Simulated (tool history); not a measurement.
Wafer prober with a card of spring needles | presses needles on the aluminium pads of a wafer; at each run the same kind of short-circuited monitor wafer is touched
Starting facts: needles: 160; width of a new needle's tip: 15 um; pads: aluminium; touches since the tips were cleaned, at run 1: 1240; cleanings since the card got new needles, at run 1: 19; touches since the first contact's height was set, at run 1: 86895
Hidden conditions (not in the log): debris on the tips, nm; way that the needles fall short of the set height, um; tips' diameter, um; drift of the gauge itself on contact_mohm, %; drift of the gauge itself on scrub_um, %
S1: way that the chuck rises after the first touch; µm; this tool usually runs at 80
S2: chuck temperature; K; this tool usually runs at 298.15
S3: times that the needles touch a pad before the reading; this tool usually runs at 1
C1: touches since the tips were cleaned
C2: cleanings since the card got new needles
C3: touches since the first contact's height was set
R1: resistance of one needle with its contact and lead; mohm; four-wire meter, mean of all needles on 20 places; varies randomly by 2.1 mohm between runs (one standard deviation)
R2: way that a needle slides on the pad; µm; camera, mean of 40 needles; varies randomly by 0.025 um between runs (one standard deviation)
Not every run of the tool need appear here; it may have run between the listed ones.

| run | hour | S1 | S2 | S3 | C1 | C2 | C3 | R1 | R2 |
|---|---|---|---|---|---|---|---|---|---|
| 1 | 0 | 80 | 298.15 | 1 | 1240 | 19 | 86895 | 244 | 10.09 |
|  | 7.1 | tips cleaned on abrasive film |
|  | 16.8 | tips cleaned on abrasive film |
| 2 | 18.8 | 80 | 298.15 | 2 | 903 | 21 | 95199 | 232 | 10.05 |
|  | 26.1 | tips cleaned on abrasive film |
|  | 35.9 | tips cleaned on abrasive film |
| 3 | 38.3 | 80 | 298.15 | 2 | 1055 | 23 | 103836 | 234 | 10.04 |
|  | 45.4 | tips cleaned on abrasive film |
| 4 | 52.8 | 80 | 298.15 | 2 | 3278 | 24 | 110251 | 249 | 10.01 |
|  | 54.9 | tips cleaned on abrasive film |
|  | 64.3 | tips cleaned on abrasive film |
| 5 | 66.4 | 80 | 298.15 | 2 | 923 | 26 | 116240 | 234 | 10.02 |
|  | 74 | tips cleaned on abrasive film |
| 6 | 81.5 | 80 | 298.15 | 1 | 3355 | 27 | 122952 | 262 | 10 |
|  | 83.2 | tips cleaned on abrasive film |
|  | 91.8 | tips cleaned on abrasive film |
| 7 | 97.2 | 80 | 298.15 | 2 | 2393 | 29 | 129879 | 240 | 9.95 |
|  | 100.5 | tips cleaned on abrasive film |
| 8 | 107.1 | 80 | 331.15 | 1 | 2939 | 30 | 134283 | 265 | 9.97 |
|  | 109.4 | tips cleaned on abrasive film |
|  | 118.8 | tips cleaned on abrasive film |
| 9 | 126.3 | 80 | 331.15 | 1 | 3354 | 32 | 142771 | 269 | 9.98 |
|  | 127.9 | tips cleaned on abrasive film |
| 10 | 135.6 | 80 | 331.15 | 1 | 3450 | 33 | 146893 | 268 | 9.93 |
|  | 137.4 | tips cleaned on abrasive film |
|  | 146.4 | tips cleaned on abrasive film |
|  | 156.1 | tips cleaned on abrasive film |
| 11 | 156.1 | 76 | 298.15 | 2 | 20 | 36 | 155918 | 227 | 9.44 |
|  | 165.1 | tips cleaned on abrasive film |
| 12 | 169.2 | 84 | 309.15 | 1 | 1832 | 37 | 161717 | 250 | 10.44 |
|  | 173.9 | tips cleaned on abrasive film |
| 13 | 180.2 | 79 | 332.15 | 2 | 2805 | 38 | 166578 | 253 | 9.79 |

For run 14, what comes out?
|  | 183 | tips cleaned on abrasive film |
|  | 192.5 | tips cleaned on abrasive film |
| 14 | 196.7 | 80 | 298.15 | 2 | 1904 | 40 | 173894 | ? | ? |

R1: 245 mohm
R2: 9.86 µm
With the hidden condition absent and the run-to-run variation left alone, this run would have shown R1 229 mohm, R2 10.2 µm.
